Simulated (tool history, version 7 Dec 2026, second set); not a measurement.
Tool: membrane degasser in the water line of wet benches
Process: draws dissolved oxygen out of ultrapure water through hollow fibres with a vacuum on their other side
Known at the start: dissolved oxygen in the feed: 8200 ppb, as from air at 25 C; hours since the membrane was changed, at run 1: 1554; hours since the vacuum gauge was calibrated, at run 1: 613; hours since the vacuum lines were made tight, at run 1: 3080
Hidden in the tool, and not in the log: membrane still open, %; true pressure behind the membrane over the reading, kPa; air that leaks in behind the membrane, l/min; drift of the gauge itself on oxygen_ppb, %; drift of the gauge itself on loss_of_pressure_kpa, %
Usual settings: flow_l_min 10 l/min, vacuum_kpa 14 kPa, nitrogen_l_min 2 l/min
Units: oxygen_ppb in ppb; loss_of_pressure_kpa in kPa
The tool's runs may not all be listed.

| run | day | flow_l_min | vacuum_kpa | nitrogen_l_min | hours since the membrane was changed | hours since the vacuum gauge was calibrated | hours since the vacuum lines were made tight | oxygen_ppb | loss_of_pressure_kpa |
|---|---|---|---|---|---|---|---|---|---|
| 1 | 0 | 10 | 14 | 2 | 1554 | 613 | 3080 | 199.1 | 46.5 |
| 2 | 1.962 | 14 | 14 | 2 | 1601 | 660 | 3127 | 331.9 | 64.77 |
| 3 | 3.879 | 14 | 14 | 2 | 1647 | 706 | 3173 | 334.2 | 65.06 |
| 4 | 5.296 | 14 | 14 | 2 | 1681 | 740 | 3207 | 338.5 | 65.11 |
| 5 | 6.938 | 10 | 14 | 1.41 | 1720 | 780 | 3247 | 248 | 46.34 |
| 6 | 8.671 | 10 | 17.8 | 2 | 1762 | 821 | 3288 | 237.2 | 46.43 |
| 7 | 9.729 | 10 | 14 | 1.2 | 1787 | 847 | 3314 | 278.4 | 46.21 |
| 8 | 11.412 | 10 | 14 | 1.2 | 1828 | 887 | 3354 | 274.4 | 46.13 |
| 9 | 12.992 | 10 | 14 | 1.2 | 1866 | 925 | 3392 | 271.8 | 45.93 |
| 10 | 14.238 | 10 | 14 | 1.2 | 1895 | 955 | 3422 | 275.7 | 46.3 |
| 11 | 15.604 | 10 | 18.8 | 2 | 1928 | 988 | 3455 | 248.8 | 45.91 |
| 12 | 17.158 | 10 | 18.8 | 2 | 1966 | 1025 | 3492 | 251.6 | 45.83 |
| 13 | 18.108 | 10 | 18.8 | 2 | 1988 | 1048 | 3515 | 254.1 | 45.79 |
| 14 | 19.3 | 10 | 18.8 | 2 | 2017 | 1076 | 3544 | 251.9 | 45.56 |
| 15 | 20.521 | 10 | 18.8 | 2 | 2046 | 1106 | 3573 | 248 | 45.87 |
| 16 | 22.05 | 10 | 14 | 2 | 2083 | 1142 | 3609 | 200.7 | 45.84 |
| 17 | 22.904 | 10 | 14 | 2 | 2103 | 1163 | 3630 | 196.5 | 45.9 |
| 18 | 23.771 | 10 | 14 | 2 | 2124 | 1184 | 3651 | 199.5 | 45.87 |
| 19 | 25.842 | 13 | 11.6 | 2 | 2174 | 1233 | 3701 | 258.5 | 59.31 |
| 20 | 27.196 | 13 | 11.6 | 2 | 2206 | 1266 | 3733 | 264.7 | 59.56 |
| 21 | 28.204 | 13 | 11.6 | 2 | 2231 | 1290 | 3757 | 260.3 | 59.44 |
| 22 | 29.271 | 10 | 13.5 | 5.24 | 2256 | 1316 | 3783 | 118.4 | 45.55 |
| 23 | 30.417 | 7 | 14 | 1.22 | 2284 | 1343 | 3810 | 169.6 | 31.88 |
| 24 | 32.454 | 15 | 15.1 | 2.83 | 2333 | 1392 | 3859 | 329.5 | 68.01 |
| 25 | 33.746 | 13 | 9.2 | 2 | 2364 | 1423 | 3890 | 227 | 58.95 |
| 26 | 35.483 | 7 | 26.8 | 2.51 | 2405 | 1465 | 3932 | 179.9 | 31.71 |
| 27 | 36.962 | 7 | 26.8 | 2.51 | 2441 | 1500 | 3967 | 185.3 | 31.94 |
|  | 37.533 | gauge calibrated |
| 28 | 38.629 | 14 | 34.1 | 1.25 | 2481 | 1540 | 4007 | 902.1 | 65.01 |
| 29 | 39.883 | 14 | 34.1 | 1.25 | 2511 | 1571 | 4038 | 864.4 | 64.64 |
| 30 | 41.954 | 9 | 21.9 | 2.42 | 2561 | 1620 | 4087 | 219.5 | 41.75 |
| 31 | 43.225 | 9 | 10 | 4.55 | 2591 | 1651 | 4118 | 86.1 | 41.99 |
| 32 | 44.462 | 11 | 28.2 | 2.05 | 2621 | 1680 | 4147 | 400.8 | 51.23 |
| 33 | 46.283 | 11 | 14 | 4.25 | 2665 | 1724 | 4191 | 155.1 | 50.65 |

Forecast each of these 3 alternatives for the next run:
| A | 47.771 | 9 | 14 | 2.53 | 2700 | 1760 | 4227 | ? | ? |
| B | 47.771 | 7 | 15.1 | 2.27 | 2700 | 1760 | 4227 | ? | ? |
| C | 47.771 | 14 | 10.3 | 2 | 2700 | 1760 | 4227 | ? | ? |

| run | oxygen_ppb | loss_of_pressure_kpa |
|---|---|---|
| A | 143.9 | 41.61 |
| B | 113.4 | 32.48 |
| C | 270.8 | 64.9 |
Without the tool's hidden state the same runs would have given:
| run | oxygen_ppb | loss_of_pressure_kpa |
|---|---|---|
| A | 143.8 | 41.89 |
| B | 113.2 | 32.7 |
| C | 270.5 | 65.33 |

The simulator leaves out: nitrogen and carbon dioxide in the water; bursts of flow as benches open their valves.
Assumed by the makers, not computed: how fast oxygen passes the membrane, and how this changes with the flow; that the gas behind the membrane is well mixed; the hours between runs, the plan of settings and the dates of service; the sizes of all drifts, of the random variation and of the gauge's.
